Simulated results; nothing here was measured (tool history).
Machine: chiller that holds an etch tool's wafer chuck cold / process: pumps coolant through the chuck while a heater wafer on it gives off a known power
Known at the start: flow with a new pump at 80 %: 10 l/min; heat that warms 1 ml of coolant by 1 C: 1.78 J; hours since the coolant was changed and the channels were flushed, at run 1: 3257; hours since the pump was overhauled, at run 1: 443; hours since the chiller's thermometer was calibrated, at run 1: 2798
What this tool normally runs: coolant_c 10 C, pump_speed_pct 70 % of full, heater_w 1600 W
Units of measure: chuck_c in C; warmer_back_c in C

run	hour	coolant_c	pump_speed_pct	heater_w	hours since the coolant was changed and the channels were flushed	hours since the pump was overhauled	hours since the chiller's thermometer was calibrated	chuck_c	warmer_back_c
1	0	10	70	1600	3257	443	2798	26.4	6.3
2	15.8	10	70	1600	3273	459	2813	26.3	6.28
3	46.4	10	70	917	3304	489	2844	19.5	3.6
4	65.1	10	70	917	3323	508	2863	19.6	3.61
5	89.2	10	70	1600	3347	532	2887	26.5	6.3
6	120.5	10	70	1600	3378	563	2918	26.5	6.35
7	137.5	10	70	971	3395	580	2935	19.9	3.81
8	154.7	10	71	1600	3412	597	2952	26.3	6.18
9	180	10	70	1180	3438	623	2978	22.1	4.66
10	208.1	10	70	1180	3466	651	3006	22.5	4.65
11	226.7	10	70	1180	3484	670	3024	22.3	4.64
12	251.9	10	70	1180	3509	695	3049	22.1	4.71
13	278.6	10	70	1180	3536	721	3076	22.4	4.63
14	310.8	10	70	1180	3568	754	3108	22.3	4.66
15	344.2	10	70	1180	3602	787	3142	22.4	4.68
16	366.7	10	70	1600	3624	810	3164	26.6	6.37
17	380.4	10	70	1600	3638	823	3178	26.6	6.26
18	413.9	10	90	1600	3671	857	3211	23.2	4.81
19	428.7	10	90	1600	3686	872	3226	23.2	4.81
20	447.2	20	62	1449	3705	890	3245	36.7	6.59
21	469.3	17	88	1972	3727	912	3267	33.3	6.07
22	486.9	17	89	832	3744	930	3285	24.1	2.52
23	520.5	11	91	1009	3778	963	3318	19.5	2.96
24	550	8	70	823	3808	993	3348	16.6	3.26
25	566.4	17	72	880	3824	1009	3364	26.2	3.39
26	583.2	3	72	880	3841	1026	3381	12.2	3.43
27	605.1	3	72	880	3863	1048	3403	12.2	3.37
28	629	3	72	880	3886	1072	3427	12.2	3.41
29	659.6	3	72	880	3917	1102	3457	12.1	3.43
30	690.7	3	72	880	3948	1134	3488	12.1	3.42
31	705.1	3	72	880	3963	1148	3503	12.3	3.36

Below are 4 alternative next runs, each starting from the tool's condition after run 31. Predict each:
A	738.8	10	84	1688	3996	1182	3536	?	?
B	738.8	17	69	1304	3996	1182	3536	?	?
C	738.8	20	72	880	3996	1182	3536	?	?
D	738.8	7	82	2259	3996	1182	3536	?	?

run	chuck_c	warmer_back_c
A	24.8	5.52
B	30.9	5.36
C	29.1	3.44
D	27.2	7.57
Without the tool's unlogged condition, the same runs would have read:
run	chuck_c	warmer_back_c
A	23.5	5.4
B	29.7	5.24
C	28.2	3.37
D	25.6	7.4
